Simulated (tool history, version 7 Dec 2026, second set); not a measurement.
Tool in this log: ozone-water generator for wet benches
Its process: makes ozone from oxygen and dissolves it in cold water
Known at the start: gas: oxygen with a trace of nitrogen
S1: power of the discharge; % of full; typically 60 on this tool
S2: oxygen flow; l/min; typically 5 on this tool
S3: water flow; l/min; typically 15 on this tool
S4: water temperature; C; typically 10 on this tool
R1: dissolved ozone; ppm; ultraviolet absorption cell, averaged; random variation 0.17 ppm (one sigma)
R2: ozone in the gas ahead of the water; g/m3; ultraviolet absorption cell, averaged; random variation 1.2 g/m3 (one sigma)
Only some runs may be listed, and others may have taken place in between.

{"run": 1, "hour": 0.0, "S1": 60, "S2": 5, "S3": 15, "S4": 10, "R1": 23.3, "R2": 208.5}
{"run": 2, "hour": 49.2, "S1": 60, "S2": 5, "S3": 15, "S4": 10, "R1": 23.4, "R2": 208.6}
{"run": 3, "hour": 79.4, "S1": 60, "S2": 5, "S3": 15, "S4": 10, "R1": 23.5, "R2": 206.8}
{"run": 4, "hour": 104.7, "S1": 60, "S2": 5, "S3": 15, "S4": 10, "R1": 23.5, "R2": 205.8}
{"run": 5, "hour": 149.0, "S1": 60, "S2": 5, "S3": 15, "S4": 10, "R1": 23.2, "R2": 207}
{"run": 6, "hour": 195.7, "S1": 60, "S2": 5, "S3": 15, "S4": 10, "R1": 23.4, "R2": 208}
{"run": 7, "hour": 231.7, "S1": 54, "S2": 5, "S3": 15, "S4": 10, "R1": 21.2, "R2": 189.3}
{"run": 8, "hour": 262.1, "S1": 54, "S2": 5, "S3": 15, "S4": 10, "R1": 21.1, "R2": 190.6}
{"run": 9, "hour": 311.8, "S1": 60, "S2": 5, "S3": 15, "S4": 17, "R1": 21.1, "R2": 209.7}
{"run": 10, "hour": 349.7, "S1": 60, "S2": 5, "S3": 15, "S4": 17, "R1": 21.3, "R2": 207.3}
{"run": 11, "hour": 384.8, "S1": 60, "S2": 5, "S3": 15, "S4": 17, "R1": 21, "R2": 206.2}
{"run": 12, "hour": 437.0, "S1": 60, "S2": 5, "S3": 15, "S4": 5, "R1": 24.9, "R2": 208.4}
{"run": 13, "hour": 468.5, "S1": 54, "S2": 5, "S3": 15, "S4": 10, "R1": 21.2, "R2": 188.3}
{"run": 14, "hour": 525.0, "S1": 54, "S2": 5, "S3": 15, "S4": 10, "R1": 21.4, "R2": 187.1}
{"run": 15, "hour": 566.5, "S1": 54, "S2": 5, "S3": 15, "S4": 14, "R1": 20.1, "R2": 188.4}
{"run": 16, "hour": 610.2, "S1": 47, "S2": 5, "S3": 15, "S4": 14, "R1": 17.5, "R2": 167.2}
{"run": 17, "hour": 669.7, "S1": 60, "S2": 5, "S3": 14, "S4": 8, "R1": 25.4, "R2": 208.5}
{"run": 18, "hour": 698.2, "S1": 60, "S2": 5, "S3": 14, "S4": 8, "R1": 25.4, "R2": 208.9}
{"run": 19, "hour": 728.6, "S1": 60, "S2": 5, "S3": 14, "S4": 8, "R1": 25.1, "R2": 207.2}
{"run": 20, "hour": 772.6, "S1": 60, "S2": 3.49, "S3": 13, "S4": 10, "R1": 26.6, "R2": 263}
{"run": 21, "hour": 808.9, "S1": 60, "S2": 3.49, "S3": 13, "S4": 10, "R1": 26.7, "R2": 260.5}
{"run": 22, "hour": 863.6, "S1": 60, "S2": 5.3, "S3": 21, "S4": 12, "R1": 17.5, "R2": 201.4}
{"run": 23, "hour": 913.6, "S1": 97, "S2": 6.64, "S3": 21, "S4": 12, "R1": 26.2, "R2": 265.5}
{"run": 24, "hour": 967.6, "S1": 97, "S2": 6.64, "S3": 21, "S4": 8, "R1": 27.7, "R2": 266.4}
{"run": 25, "hour": 1012.7, "S1": 40, "S2": 8.48, "S3": 12, "S4": 8, "R1": 18.1, "R2": 103.7}
{"run": 26, "hour": 1058.4, "S1": 80, "S2": 5, "S3": 15, "S4": 10, "R1": 29.8, "R2": 265.3}
{"run": 27, "hour": 1090.1, "S1": 46, "S2": 5.55, "S3": 18, "S4": 8, "R1": 16.3, "R2": 151.4}
{"run": 28, "hour": 1146.1, "S1": 41, "S2": 4.43, "S3": 15, "S4": 6, "R1": 17.5, "R2": 160.4}
{"run": 29, "hour": 1200.5, "S1": 41, "S2": 4.43, "S3": 15, "S4": 6, "R1": 17.8, "R2": 160.7}
{"run": 30, "hour": 1236.5, "S1": 87, "S2": 5, "S3": 15, "S4": 6, "R1": 34.6, "R2": 285.9}
{"run": 31, "hour": 1261.9, "S1": 87, "S2": 5, "S3": 15, "S4": 6, "R1": 34.4, "R2": 289.1}
{"run": 32, "hour": 1293.3, "S1": 87, "S2": 2.66, "S3": 19, "S4": 6, "R1": 26.8, "R2": 431.4}

Here are 4 independent what-if runs from the current tool condition. What would each one return?
{"run": "A", "hour": 1324.6, "S1": 87, "S2": 5.94, "S3": 15, "S4": 6, "R1": "?", "R2": "?"}
{"run": "B", "hour": 1324.6, "S1": 60, "S2": 5, "S3": 14, "S4": 10, "R1": "?", "R2": "?"}
{"run": "C", "hour": 1324.6, "S1": 45, "S2": 4.33, "S3": 15, "S4": 15, "R1": "?", "R2": "?"}
{"run": "D", "hour": 1324.6, "S1": 60, "S2": 5, "S3": 14, "S4": 16, "R1": "?", "R2": "?"}

run=A R1=33.9 R2=260.4
run=B R1=24.3 R2=207
run=C R1=17 R2=176.7
run=D R1=22.1 R2=207.8
With no hidden state in the tool, these same runs would have given:
run=A R1=33.9 R2=260.7
run=B R1=24.3 R2=207.2
run=C R1=17 R2=176.8
run=D R1=22.1 R2=208

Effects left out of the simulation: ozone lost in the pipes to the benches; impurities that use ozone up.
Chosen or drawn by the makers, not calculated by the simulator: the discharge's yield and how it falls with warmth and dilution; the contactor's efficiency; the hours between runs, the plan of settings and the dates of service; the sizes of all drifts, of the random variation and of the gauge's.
